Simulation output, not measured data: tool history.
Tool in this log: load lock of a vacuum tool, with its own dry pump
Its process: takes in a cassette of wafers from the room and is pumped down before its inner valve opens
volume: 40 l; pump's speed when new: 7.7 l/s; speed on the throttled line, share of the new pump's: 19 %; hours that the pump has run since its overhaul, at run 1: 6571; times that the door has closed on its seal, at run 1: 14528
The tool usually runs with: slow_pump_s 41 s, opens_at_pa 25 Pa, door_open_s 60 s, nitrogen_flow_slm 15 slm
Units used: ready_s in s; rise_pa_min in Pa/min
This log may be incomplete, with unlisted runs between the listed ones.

| run | day | slow_pump_s | opens_at_pa | door_open_s | nitrogen_flow_slm | hours that the pump has run since its overhaul | times that the door has closed on its seal | incoming humidity of the room's air, % | ready_s | rise_pa_min |
|---|---|---|---|---|---|---|---|---|---|---|
| 1 | 0.000 | 41 | 25 | 60 | 15 | 6571 | 14528 | 46.4 | 76.3 | 0.029 |
| 2 | 2.900 | 41 | 25 | 60 | 15 | 6640 | 14783 | 43.9 | 76.6 | 0.027 |
| 3 | 5.892 | 41 | 25 | 60 | 15 | 6712 | 15047 | 47.4 | 75.0 | 0.035 |
| 4 | 8.171 | 41 | 25 | 60 | 15 | 6767 | 15248 | 42.7 | 76.6 | 0.032 |
| 5 | 10.325 | 41 | 25 | 60 | 15 | 6818 | 15437 | 45.5 | 77.1 | 0.034 |
| 6 | 13.362 | 41 | 25 | 60 | 15 | 6891 | 15705 | 40.4 | 76.6 | 0.029 |
| 7 | 17.088 | 41 | 25 | 60 | 15 | 6981 | 16033 | 43.4 | 76.8 | 0.030 |
| 8 | 21.079 | 41 | 25 | 60 | 15 | 7077 | 16384 | 47.6 | 77.6 | 0.035 |
| 9 | 25.050 | 41 | 25 | 60 | 15 | 7172 | 16734 | 44.1 | 76.0 | 0.033 |
| 10 | 27.392 | 41 | 23 | 60 | 15 | 7228 | 16940 | 48.9 | 76.7 | 0.037 |
| 11 | 30.888 | 41 | 23 | 60 | 15 | 7312 | 17248 | 47.5 | 76.5 | 0.031 |
| 12 | 35.008 | 41 | 23 | 60 | 15 | 7411 | 17611 | 45.7 | 76.7 | 0.037 |
| 13 | 37.229 | 41 | 23 | 60 | 15 | 7464 | 17806 | 44.1 | 76.8 | 0.032 |
| 14 | 41.062 | 41 | 23 | 60 | 15 | 7556 | 18144 | 47.6 | 77.2 | 0.030 |
| 15 | 43.912 | 41 | 25 | 60 | 15 | 7625 | 18395 | 44.2 | 75.6 | 0.033 |
| 16 | 45.875 | 41 | 25 | 60 | 15 | 7672 | 18568 | 47.2 | 76.4 | 0.033 |
| 17 | 49.850 | 41 | 25 | 60 | 15 | 7767 | 18918 | 43.1 | 76.2 | 0.032 |
| 18 | 53.167 | 41 | 25 | 60 | 15 | 7847 | 19210 | 44.4 | 75.7 | 0.022 |
| 19 | 56.967 | 30 | 21 | 85 | 8 | 7938 | 19544 | 45.1 | 68.2 | 0.047 |
| 20 | 59.929 | 30 | 21 | 85 | 8 | 8009 | 19805 | 44.8 | 68.8 | 0.045 |
| 21 | 63.104 | 30 | 21 | 85 | 8 | 8085 | 20085 | 42.1 | 68.0 | 0.036 |
| 22 | 67.167 | 41 | 24 | 73 | 15 | 8183 | 20443 | 45.7 | 76.3 | 0.032 |
| 23 | 70.908 | 81 | 32 | 60 | 4 | 8272 | 20772 | 48.1 | 107.0 | 0.045 |
| 24 | 75.175 | 43 | 24 | 60 | 7 | 8375 | 21148 | 45.7 | 78.7 | 0.042 |
| 25 | 79.158 | 40 | 47 | 196 | 15 | 8470 | 21499 | 41.2 | 72.4 | 0.048 |
| 26 | 81.450 | 41 | 25 | 60 | 44 | 8525 | 21701 | 46.0 | 76.5 | 0.024 |
| 27 | 85.512 | 25 | 46 | 144 | 6 | 8623 | 22058 | 43.4 | 60.6 | 0.060 |
| 28 | 87.367 | 25 | 41 | 144 | 6 | 8667 | 22221 | 49.2 | 61.1 | 0.069 |
| 29 | 90.604 | 25 | 18 | 144 | 6 | 8745 | 22507 | 43.7 | 65.1 | 0.055 |
| 30 | 93.725 | 51 | 33 | 53 | 20 | 8820 | 22781 | 46.0 | 83.0 | 0.027 |
| 31 | 98.021 | 51 | 25 | 179 | 15 | 8923 | 23159 | 45.6 | 84.4 | 0.055 |
| 32 | 100.508 | 34 | 25 | 44 | 15 | 8983 | 23379 | 47.7 | 71.3 | 0.029 |
| 33 | 103.696 | 41 | 27 | 210 | 14 | 9059 | 23659 | 47.4 | 76.4 | 0.064 |
| 34 | 107.696 | 41 | 32 | 80 | 14 | 9155 | 24012 | 47.6 | 75.8 | 0.044 |
| 35 | 109.996 | 41 | 32 | 80 | 14 | 9211 | 24214 | 46.0 | 76.0 | 0.035 |
| 36 | 111.883 | 27 | 32 | 80 | 14 | 9256 | 24380 | 46.0 | 63.7 | 0.039 |

4 options for the next run, each taken on its own from the tool as it stands now. Forecast them:
| A | 114.312 | 43 | 21 | 60 | 12 | 9314 | 24594 | 46.2 | ? | ? |
| B | 114.312 | 44 | 30 | 29 | 14 | 9314 | 24594 | 44.2 | ? | ? |
| C | 114.312 | 41 | 25 | 60 | 10 | 9314 | 24594 | 45.2 | ? | ? |
| D | 114.312 | 45 | 25 | 190 | 9 | 9314 | 24594 | 45.1 | ? | ? |

| run | ready_s | rise_pa_min |
|---|---|---|
| A | 79.0 | 0.037 |
| B | 77.2 | 0.024 |
| C | 76.8 | 0.037 |
| D | 79.7 | 0.058 |
Without the tool's hidden state the same runs would have given:
| run | ready_s | rise_pa_min |
|---|---|---|
| A | 78.9 | 0.037 |
| B | 77.1 | 0.023 |
| C | 76.7 | 0.037 |
| D | 79.6 | 0.058 |
